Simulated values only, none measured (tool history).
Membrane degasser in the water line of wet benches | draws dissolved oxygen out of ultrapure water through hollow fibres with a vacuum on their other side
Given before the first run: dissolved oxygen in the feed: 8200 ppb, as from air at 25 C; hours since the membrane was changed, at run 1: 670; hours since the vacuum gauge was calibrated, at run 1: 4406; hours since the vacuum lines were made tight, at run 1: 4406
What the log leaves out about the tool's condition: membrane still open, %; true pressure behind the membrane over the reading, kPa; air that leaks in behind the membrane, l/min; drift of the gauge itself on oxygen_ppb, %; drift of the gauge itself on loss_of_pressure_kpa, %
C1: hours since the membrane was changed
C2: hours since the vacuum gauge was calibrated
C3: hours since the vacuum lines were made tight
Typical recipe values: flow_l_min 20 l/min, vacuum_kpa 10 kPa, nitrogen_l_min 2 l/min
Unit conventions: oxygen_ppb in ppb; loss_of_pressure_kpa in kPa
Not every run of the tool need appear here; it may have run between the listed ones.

run 1 hour=0 | flow_l_min=20 vacuum_kpa=10 nitrogen_l_min=2 | C1=670 C2=4406 C3=4406 | oxygen_ppb=387.9 loss_of_pressure_kpa=56.2
run 2 hour=100.3 | flow_l_min=20 vacuum_kpa=10 nitrogen_l_min=2 | C1=770 C2=4507 C3=4507 | oxygen_ppb=380.1 loss_of_pressure_kpa=56.13
-- hour=141.2 vacuum gauge calibrated
run 3 hour=223.5 | flow_l_min=20 vacuum_kpa=10 nitrogen_l_min=2 | C1=893 C2=82 C3=4629 | oxygen_ppb=386.7 loss_of_pressure_kpa=55.99
run 4 hour=326.6 | flow_l_min=20 vacuum_kpa=10 nitrogen_l_min=2 | C1=996 C2=185 C3=4732 | oxygen_ppb=379.3 loss_of_pressure_kpa=56.38
run 5 hour=462.5 | flow_l_min=13 vacuum_kpa=10 nitrogen_l_min=2 | C1=1132 C2=321 C3=4868 | oxygen_ppb=173.2 loss_of_pressure_kpa=36.59
run 6 hour=562 | flow_l_min=20 vacuum_kpa=10 nitrogen_l_min=2 | C1=1231 C2=421 C3=4968 | oxygen_ppb=377.8 loss_of_pressure_kpa=56.25
run 7 hour=697.3 | flow_l_min=20 vacuum_kpa=10 nitrogen_l_min=2 | C1=1366 C2=556 C3=5103 | oxygen_ppb=377 loss_of_pressure_kpa=56.3
run 8 hour=782.1 | flow_l_min=20 vacuum_kpa=10 nitrogen_l_min=2 | C1=1451 C2=641 C3=5188 | oxygen_ppb=380.5 loss_of_pressure_kpa=56.25
run 9 hour=883.4 | flow_l_min=20 vacuum_kpa=10 nitrogen_l_min=2 | C1=1553 C2=742 C3=5289 | oxygen_ppb=383.6 loss_of_pressure_kpa=56.46
run 10 hour=949.7 | flow_l_min=20 vacuum_kpa=10 nitrogen_l_min=2 | C1=1619 C2=809 C3=5355 | oxygen_ppb=382.8 loss_of_pressure_kpa=56.35
run 11 hour=1082.4 | flow_l_min=20 vacuum_kpa=6.8 nitrogen_l_min=2 | C1=1752 C2=941 C3=5488 | oxygen_ppb=309.2 loss_of_pressure_kpa=56.29
run 12 hour=1212.3 | flow_l_min=20 vacuum_kpa=6.8 nitrogen_l_min=2 | C1=1881 C2=1071 C3=5618 | oxygen_ppb=311.5 loss_of_pressure_kpa=56.54
run 13 hour=1352.5 | flow_l_min=20 vacuum_kpa=6.8 nitrogen_l_min=2 | C1=2022 C2=1211 C3=5758 | oxygen_ppb=310.6 loss_of_pressure_kpa=56.78
run 14 hour=1485.7 | flow_l_min=20 vacuum_kpa=10 nitrogen_l_min=2 | C1=2155 C2=1345 C3=5891 | oxygen_ppb=380.1 loss_of_pressure_kpa=56.63
run 15 hour=1592 | flow_l_min=20 vacuum_kpa=18.9 nitrogen_l_min=2 | C1=2261 C2=1451 C3=5998 | oxygen_ppb=575.7 loss_of_pressure_kpa=56.8
run 16 hour=1692.2 | flow_l_min=20 vacuum_kpa=18.9 nitrogen_l_min=2 | C1=2361 C2=1551 C3=6098 | oxygen_ppb=594.2 loss_of_pressure_kpa=56.51
run 17 hour=1777.5 | flow_l_min=20 vacuum_kpa=18.9 nitrogen_l_min=2 | C1=2447 C2=1636 C3=6183 | oxygen_ppb=585.4 loss_of_pressure_kpa=56.63
run 18 hour=1906.2 | flow_l_min=19 vacuum_kpa=18.9 nitrogen_l_min=2.54 | C1=2575 C2=1765 C3=6312 | oxygen_ppb=478.4 loss_of_pressure_kpa=54.41
run 19 hour=2020 | flow_l_min=21 vacuum_kpa=8.2 nitrogen_l_min=2.63 | C1=2689 C2=1879 C3=6426 | oxygen_ppb=356.3 loss_of_pressure_kpa=59.43
run 20 hour=2167 | flow_l_min=14 vacuum_kpa=12.4 nitrogen_l_min=5.59 | C1=2836 C2=2026 C3=6573 | oxygen_ppb=146.6 loss_of_pressure_kpa=39.79
run 21 hour=2253.3 | flow_l_min=18 vacuum_kpa=7.3 nitrogen_l_min=1.92 | C1=2923 C2=2112 C3=6659 | oxygen_ppb=268.2 loss_of_pressure_kpa=51.22
run 22 hour=2345.6 | flow_l_min=12 vacuum_kpa=16.9 nitrogen_l_min=1.92 | C1=3015 C2=2204 C3=6751 | oxygen_ppb=261.9 loss_of_pressure_kpa=33.88
run 23 hour=2494.9 | flow_l_min=13 vacuum_kpa=14.2 nitrogen_l_min=4.11 | C1=3164 C2=2354 C3=6901 | oxygen_ppb=158.5 loss_of_pressure_kpa=36.96
run 24 hour=2627.9 | flow_l_min=30 vacuum_kpa=18.4 nitrogen_l_min=1.71 | C1=3297 C2=2487 C3=7034 | oxygen_ppb=1045.2 loss_of_pressure_kpa=85.83
run 25 hour=2717.1 | flow_l_min=30 vacuum_kpa=18.4 nitrogen_l_min=1.71 | C1=3386 C2=2576 C3=7123 | oxygen_ppb=1068.9 loss_of_pressure_kpa=85.19
run 26 hour=2835.8 | flow_l_min=30 vacuum_kpa=18.4 nitrogen_l_min=1.71 | C1=3505 C2=2695 C3=7242 | oxygen_ppb=1056.9 loss_of_pressure_kpa=85.33
run 27 hour=2940.3 | flow_l_min=20 vacuum_kpa=7.4 nitrogen_l_min=1.99 | C1=3609 C2=2799 C3=7346 | oxygen_ppb=334.5 loss_of_pressure_kpa=57.09
run 28 hour=3013.3 | flow_l_min=20 vacuum_kpa=7.4 nitrogen_l_min=1.99 | C1=3682 C2=2872 C3=7419 | oxygen_ppb=327 loss_of_pressure_kpa=57.02
run 29 hour=3088.8 | flow_l_min=20 vacuum_kpa=7.4 nitrogen_l_min=1.99 | C1=3758 C2=2948 C3=7495 | oxygen_ppb=336.5 loss_of_pressure_kpa=56.67
run 30 hour=3163 | flow_l_min=20 vacuum_kpa=7.4 nitrogen_l_min=1.99 | C1=3832 C2=3022 C3=7569 | oxygen_ppb=334.1 loss_of_pressure_kpa=56.88

Run 31, settings as shown, results not yet in. Your forecast:
run 31 hour=3318.3 | flow_l_min=20 vacuum_kpa=10 nitrogen_l_min=4.13 | C1=3988 C2=3177 C3=7724 | oxygen_ppb=? loss_of_pressure_kpa=?

Run 31 produced oxygen_ppb 317.5 ppb, loss_of_pressure_kpa 56.94 kPa.
With the hidden condition absent and the run-to-run variation left alone, this run would have shown oxygen_ppb 297.3 ppb, loss_of_pressure_kpa 55.75 kPa.

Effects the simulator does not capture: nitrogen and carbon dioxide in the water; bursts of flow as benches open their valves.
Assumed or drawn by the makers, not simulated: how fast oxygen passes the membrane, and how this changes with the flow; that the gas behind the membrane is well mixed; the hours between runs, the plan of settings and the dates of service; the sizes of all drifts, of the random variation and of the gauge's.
